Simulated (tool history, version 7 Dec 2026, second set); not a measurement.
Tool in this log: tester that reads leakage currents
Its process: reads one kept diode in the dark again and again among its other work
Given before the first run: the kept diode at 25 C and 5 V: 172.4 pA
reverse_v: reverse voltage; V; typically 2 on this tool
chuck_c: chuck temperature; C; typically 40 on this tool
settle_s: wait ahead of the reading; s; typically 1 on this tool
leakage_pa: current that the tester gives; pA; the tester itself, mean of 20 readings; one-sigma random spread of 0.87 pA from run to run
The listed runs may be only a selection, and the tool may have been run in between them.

{"run": 1, "hour": 0.0, "reverse_v": 2, "chuck_c": 40, "settle_s": 1, "leakage_pa": 289.41}
{"run": 2, "hour": 31.2, "reverse_v": 2, "chuck_c": 37, "settle_s": 1, "leakage_pa": 235.73}
{"run": 3, "hour": 61.9, "reverse_v": 2, "chuck_c": 40, "settle_s": 1, "leakage_pa": 291.16}
{"run": 4, "hour": 107.6, "reverse_v": 2, "chuck_c": 40, "settle_s": 1, "leakage_pa": 288.85}
{"run": 5, "hour": 155.6, "reverse_v": 2, "chuck_c": 40, "settle_s": 1, "leakage_pa": 289.14}
{"run": 6, "hour": 183.6, "reverse_v": 2, "chuck_c": 40, "settle_s": 1, "leakage_pa": 289.47}
{"run": 7, "hour": 244.4, "reverse_v": 2, "chuck_c": 40, "settle_s": 1, "leakage_pa": 289.68}
{"run": 8, "hour": 295.6, "reverse_v": 2, "chuck_c": 40, "settle_s": 1, "leakage_pa": 290.47}
{"run": 9, "hour": 324.4, "reverse_v": 2, "chuck_c": 40, "settle_s": 1, "leakage_pa": 288.21}
{"run": 10, "hour": 389.9, "reverse_v": 2, "chuck_c": 40, "settle_s": 1, "leakage_pa": 288.68}
{"run": 11, "hour": 425.5, "reverse_v": 2, "chuck_c": 40, "settle_s": 0.41, "leakage_pa": 289.74}
{"run": 12, "hour": 488.0, "reverse_v": 2, "chuck_c": 40, "settle_s": 5.78, "leakage_pa": 288.43}
{"run": 13, "hour": 516.3, "reverse_v": 2, "chuck_c": 22, "settle_s": 1, "leakage_pa": 82}
{"run": 14, "hour": 574.2, "reverse_v": 2, "chuck_c": 40, "settle_s": 1, "leakage_pa": 288.96}
{"run": 15, "hour": 605.1, "reverse_v": 2, "chuck_c": 40, "settle_s": 1, "leakage_pa": 288.98}
{"run": 16, "hour": 646.5, "reverse_v": 2, "chuck_c": 40, "settle_s": 1, "leakage_pa": 290.34}
{"run": 17, "hour": 690.4, "reverse_v": 2, "chuck_c": 40, "settle_s": 1.71, "leakage_pa": 290.65}
{"run": 18, "hour": 749.3, "reverse_v": 2, "chuck_c": 41, "settle_s": 1, "leakage_pa": 309.23}
{"run": 19, "hour": 795.4, "reverse_v": 2, "chuck_c": 41, "settle_s": 1, "leakage_pa": 307.83}
{"run": 20, "hour": 831.1, "reverse_v": 2.92, "chuck_c": 40, "settle_s": 1, "leakage_pa": 358.88}
{"run": 21, "hour": 862.3, "reverse_v": 2.92, "chuck_c": 40, "settle_s": 1, "leakage_pa": 359.07}
{"run": 22, "hour": 919.8, "reverse_v": 1.21, "chuck_c": 40, "settle_s": 1, "leakage_pa": 217.47}
{"run": 23, "hour": 953.1, "reverse_v": 7.37, "chuck_c": 44, "settle_s": 0.44, "leakage_pa": 797.35}
{"run": 24, "hour": 1021.1, "reverse_v": 7.37, "chuck_c": 44, "settle_s": 0.44, "leakage_pa": 796.21}
{"run": 25, "hour": 1064.4, "reverse_v": 1.05, "chuck_c": 21, "settle_s": 1, "leakage_pa": 52.26}
{"run": 26, "hour": 1125.0, "reverse_v": 1.05, "chuck_c": 21, "settle_s": 1, "leakage_pa": 52.72}
{"run": 27, "hour": 1181.6, "reverse_v": 10.97, "chuck_c": 59, "settle_s": 1, "leakage_pa": 2512}
{"run": 28, "hour": 1241.1, "reverse_v": 10.97, "chuck_c": 59, "settle_s": 1, "leakage_pa": 2507.42}
{"run": 29, "hour": 1306.9, "reverse_v": 10.97, "chuck_c": 59, "settle_s": 1, "leakage_pa": 2501.31}
{"run": 30, "hour": 1339.1, "reverse_v": 10.97, "chuck_c": 59, "settle_s": 1, "leakage_pa": 2509.08}
{"run": 31, "hour": 1390.1, "reverse_v": 2, "chuck_c": 40, "settle_s": 0.82, "leakage_pa": 289.72}
{"run": 32, "hour": 1448.2, "reverse_v": 2, "chuck_c": 40, "settle_s": 0.82, "leakage_pa": 287.91}
{"run": 33, "hour": 1515.8, "reverse_v": 1.08, "chuck_c": 31, "settle_s": 1.01, "leakage_pa": 110.57}
{"run": 34, "hour": 1582.1, "reverse_v": 15.16, "chuck_c": 38, "settle_s": 5.8, "leakage_pa": 810.64}
{"hour": 1606.3, "done": "chuck's temperature calibrated"}
{"run": 35, "hour": 1620.0, "reverse_v": 1.61, "chuck_c": 24, "settle_s": 1, "leakage_pa": 84.21}
{"run": 36, "hour": 1676.5, "reverse_v": 3.23, "chuck_c": 24, "settle_s": 9.01, "leakage_pa": 125.39}
{"run": 37, "hour": 1743.4, "reverse_v": 19.1, "chuck_c": 20, "settle_s": 1, "leakage_pa": 262.64}
{"run": 38, "hour": 1778.1, "reverse_v": 2.93, "chuck_c": 40, "settle_s": 1, "leakage_pa": 360.58}
{"run": 39, "hour": 1820.7, "reverse_v": 2, "chuck_c": 25, "settle_s": 0.39, "leakage_pa": 102.82}

Alternative continuations, all from the tool just after run 39; predict every row:
{"run": "A", "hour": 1868.1, "reverse_v": 6.04, "chuck_c": 26, "settle_s": 1.72, "leakage_pa": "?"}
{"run": "B", "hour": 1868.1, "reverse_v": 7.57, "chuck_c": 24, "settle_s": 0.39, "leakage_pa": "?"}
{"run": "C", "hour": 1868.1, "reverse_v": 2, "chuck_c": 21, "settle_s": 0.36, "leakage_pa": "?"}
{"run": "D", "hour": 1868.1, "reverse_v": 10.15, "chuck_c": 32, "settle_s": 1.25, "leakage_pa": "?"}
{"run": "E", "hour": 1868.1, "reverse_v": 1.03, "chuck_c": 24, "settle_s": 0.93, "leakage_pa": "?"}

run=A leakage_pa=207.66
run=B leakage_pa=208.59
run=C leakage_pa=77.54
run=D leakage_pa=428.67
run=E leakage_pa=65.02
What these runs would have given with no unlogged condition in the tool:
run=A leakage_pa=207.71
run=B leakage_pa=208.64
run=C leakage_pa=77.56
run=D leakage_pa=428.79
run=E leakage_pa=65.04

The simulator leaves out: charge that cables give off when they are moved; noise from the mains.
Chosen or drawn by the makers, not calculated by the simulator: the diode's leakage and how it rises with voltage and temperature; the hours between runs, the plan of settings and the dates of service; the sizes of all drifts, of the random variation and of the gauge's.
